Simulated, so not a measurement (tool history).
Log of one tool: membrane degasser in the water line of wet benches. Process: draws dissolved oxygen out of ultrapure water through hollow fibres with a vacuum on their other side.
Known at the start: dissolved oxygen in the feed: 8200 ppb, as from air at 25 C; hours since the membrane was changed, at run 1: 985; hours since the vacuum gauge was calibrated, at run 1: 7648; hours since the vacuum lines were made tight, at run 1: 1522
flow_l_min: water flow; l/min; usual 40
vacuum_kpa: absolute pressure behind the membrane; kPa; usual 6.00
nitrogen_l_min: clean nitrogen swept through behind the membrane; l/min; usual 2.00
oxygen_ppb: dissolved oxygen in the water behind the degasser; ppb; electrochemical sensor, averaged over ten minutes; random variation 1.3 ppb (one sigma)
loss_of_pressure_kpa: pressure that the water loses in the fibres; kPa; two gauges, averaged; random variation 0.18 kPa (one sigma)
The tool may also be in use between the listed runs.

run	hour	flow_l_min	vacuum_kpa	nitrogen_l_min	hours since the membrane was changed	hours since the vacuum gauge was calibrated	hours since the vacuum lines were made tight	oxygen_ppb	loss_of_pressure_kpa
1	0.0	40	6.00	2.00	985	7648	1522	126.8	33.00
2	55.5	40	6.00	2.00	1040	7704	1578	127.4	32.90
3	98.4	40	13.00	2.00	1083	7747	1621	420.8	32.56
4	169.0	40	6.00	2.14	1154	7817	1691	121.7	32.56
5	212.1	40	12.60	2.00	1197	7860	1735	403.1	32.50
6	301.5	40	12.60	2.00	1286	7950	1824	406.3	33.11
7	385.1	40	13.48	2.00	1370	8033	1908	435.2	32.82
8	454.1	40	13.48	2.00	1439	8102	1976	450.0	33.03
9	554.8	40	6.00	2.00	1540	8203	2077	129.8	32.66
10	619.7	41	6.00	2.00	1605	8268	2142	130.2	33.54
11	693.6	41	6.00	2.00	1679	8342	2216	132.4	33.74
12	767.2	41	6.00	2.00	1752	8416	2290	133.0	33.41
13	848.8	41	6.00	2.00	1834	8497	2371	131.7	33.49
# hour 913.0: vacuum gauge calibrated
14	941.9	26	6.00	2.00	1926	29	2464	84.6	21.34
15	990.8	26	6.00	2.00	1975	78	2513	84.0	21.26
16	1073.6	26	6.00	2.00	2058	161	2596	85.5	21.08
17	1155.0	26	6.00	2.00	2139	242	2677	84.9	21.32
18	1236.1	39	6.21	2.00	2220	323	2758	134.1	32.03
19	1318.8	39	6.21	1.21	2303	406	2841	205.9	31.87
20	1409.3	38	6.00	1.40	2394	496	2931	165.8	31.07
21	1452.3	53	12.86	1.63	2437	539	2974	628.0	43.74
22	1543.9	40	8.05	4.22	2528	631	3066	113.9	32.65
23	1600.4	40	8.05	4.22	2585	687	3122	112.4	32.69
24	1670.8	63	5.94	1.39	2655	758	3193	257.3	51.53
25	1744.9	31	6.00	1.23	2729	832	3267	154.1	25.23
26	1797.6	57	4.21	1.40	2782	885	3320	95.1	46.72
27	1891.1	31	4.06	4.24	2875	978	3413	17.4	25.01
28	1990.7	31	4.06	4.24	2975	1078	3513	17.0	25.41
29	2063.1	42	6.83	4.24	3047	1150	3585	89.0	34.31
30	2143.3	52	11.50	4.97	3128	1230	3665	212.3	42.76
31	2233.8	52	7.73	2.40	3218	1321	3756	223.7	42.99
32	2334.7	40	12.42	3.95	3319	1422	3857	214.3	32.71
33	2394.9	27	3.79	3.28	3379	1482	3917	13.4	21.96

Forecast each of these 3 alternatives for the next run:
A	2471.8	42	3.79	5.44	3456	1559	3994	?	?
B	2471.8	28	13.14	3.28	3456	1559	3994	?	?
C	2471.8	29	5.19	1.11	3456	1559	3994	?	?

run	oxygen_ppb	loss_of_pressure_kpa
A	17.2	34.34
B	197.6	23.11
C	112.0	23.59
Without the tool's hidden state the same runs would have given:
run	oxygen_ppb	loss_of_pressure_kpa
A	17.2	34.32
B	197.5	23.10
C	112.0	23.59
